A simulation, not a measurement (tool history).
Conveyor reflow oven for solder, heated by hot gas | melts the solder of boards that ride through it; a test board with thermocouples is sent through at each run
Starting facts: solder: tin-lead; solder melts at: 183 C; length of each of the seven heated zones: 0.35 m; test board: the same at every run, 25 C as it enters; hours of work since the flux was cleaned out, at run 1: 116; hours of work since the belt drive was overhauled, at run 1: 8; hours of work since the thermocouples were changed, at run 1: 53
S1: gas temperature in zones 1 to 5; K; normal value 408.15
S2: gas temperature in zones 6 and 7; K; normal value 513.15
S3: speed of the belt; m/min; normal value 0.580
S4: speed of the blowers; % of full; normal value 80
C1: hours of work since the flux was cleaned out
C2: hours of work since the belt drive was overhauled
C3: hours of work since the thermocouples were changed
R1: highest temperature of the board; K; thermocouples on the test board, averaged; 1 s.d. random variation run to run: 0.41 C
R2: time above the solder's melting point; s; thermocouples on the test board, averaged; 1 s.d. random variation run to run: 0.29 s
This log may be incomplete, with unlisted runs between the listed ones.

run,hour,S1,S2,S3,S4,C1,C2,C3,R1,R2
1,0.0,408.15,513.15,0.580,80,116,8,53,493.05,54.6
2,34.5,408.15,513.15,0.580,80,140,32,77,492.35,54.4
3,56.1,410.15,513.15,0.580,80,155,47,92,492.35,55.1
4,89.2,410.15,513.15,0.580,80,179,71,116,492.75,54.9
5,107.5,410.15,513.15,0.580,80,191,84,129,492.35,54.6
6,128.3,410.15,513.15,0.580,80,206,98,143,491.95,54.5
7,160.5,410.15,513.15,0.580,80,229,121,166,491.95,54.4
8,198.4,410.15,513.15,0.580,80,256,148,193,491.15,54.4
9,218.3,408.15,513.15,0.580,80,270,162,207,490.55,52.9
10,246.7,408.15,513.15,0.580,80,290,182,227,490.45,52.3
# hour 256.7: flux residue cleaned out of gas plates and filters
11,276.0,408.15,513.15,0.580,80,14,199,244,493.55,55.2
12,296.7,408.15,513.15,0.580,80,28,214,259,493.75,55.3
13,333.7,408.15,513.15,0.580,80,54,240,285,492.55,55.3
14,353.0,408.15,513.15,0.580,80,68,253,298,492.95,55.1
15,389.5,408.15,513.15,0.580,80,94,279,324,492.75,54.4
16,404.9,408.15,513.15,0.580,80,105,290,335,492.75,54.6
17,441.8,418.15,513.15,0.580,52,131,316,361,484.25,48.5
18,458.2,418.15,513.15,0.580,52,142,328,373,483.55,48.8
19,480.4,418.15,521.15,0.580,52,158,343,388,489.95,53.9
# hour 486.6: belt drive overhauled, speed set with a stopwatch
20,512.2,418.15,521.15,0.580,52,177,18,408,488.85,53.9
21,546.6,408.15,513.15,0.481,51,202,42,432,487.65,61.0
22,563.0,408.15,513.15,0.481,61,213,54,444,491.35,65.1
23,587.8,408.15,513.15,0.481,61,231,71,461,490.85,65.4
24,606.9,403.15,513.15,0.504,61,244,85,475,488.25,57.8
25,624.7,403.15,513.15,0.504,61,257,97,487,488.15,56.9
# hour 651.7: belt drive overhauled, speed set with a stopwatch, once more
26,660.1,408.15,506.15,0.580,80,279,6,509,484.65,47.9
# hour 685.7: flux residue cleaned out of gas plates and filters
27,685.7,408.15,506.15,0.580,80,0,20,524,487.65,51.0
28,717.8,408.15,506.15,0.580,80,23,43,546,486.85,50.3
29,736.7,408.15,506.15,0.580,80,36,56,560,486.55,50.0
30,773.8,413.15,506.15,0.616,59,62,83,586,477.35,38.6

Consider 5 possible next runs. They are alternatives, not a sequence: every one starts from the tool as it was left by run 30. What does each give?
A,808.4,413.15,506.15,0.616,84,87,107,610,?,?
B,808.4,408.15,524.15,0.577,80,87,107,610,?,?
C,808.4,413.15,514.15,0.481,59,87,107,610,?,?
D,808.4,408.15,513.15,0.580,87,87,107,610,?,?
E,808.4,395.15,509.15,0.580,62,87,107,610,?,?

run,R1,R2
A,487.05,48.4
B,501.75,60.1
C,493.75,68.3
D,493.45,55.2
E,478.85,37.5
The same runs, with their run-to-run variation unchanged, on a tool lacking any hidden condition would have given:
run,R1,R2
A,489.35,50.2
B,504.15,61.3
C,495.75,69.8
D,495.85,56.6
E,481.05,39.8

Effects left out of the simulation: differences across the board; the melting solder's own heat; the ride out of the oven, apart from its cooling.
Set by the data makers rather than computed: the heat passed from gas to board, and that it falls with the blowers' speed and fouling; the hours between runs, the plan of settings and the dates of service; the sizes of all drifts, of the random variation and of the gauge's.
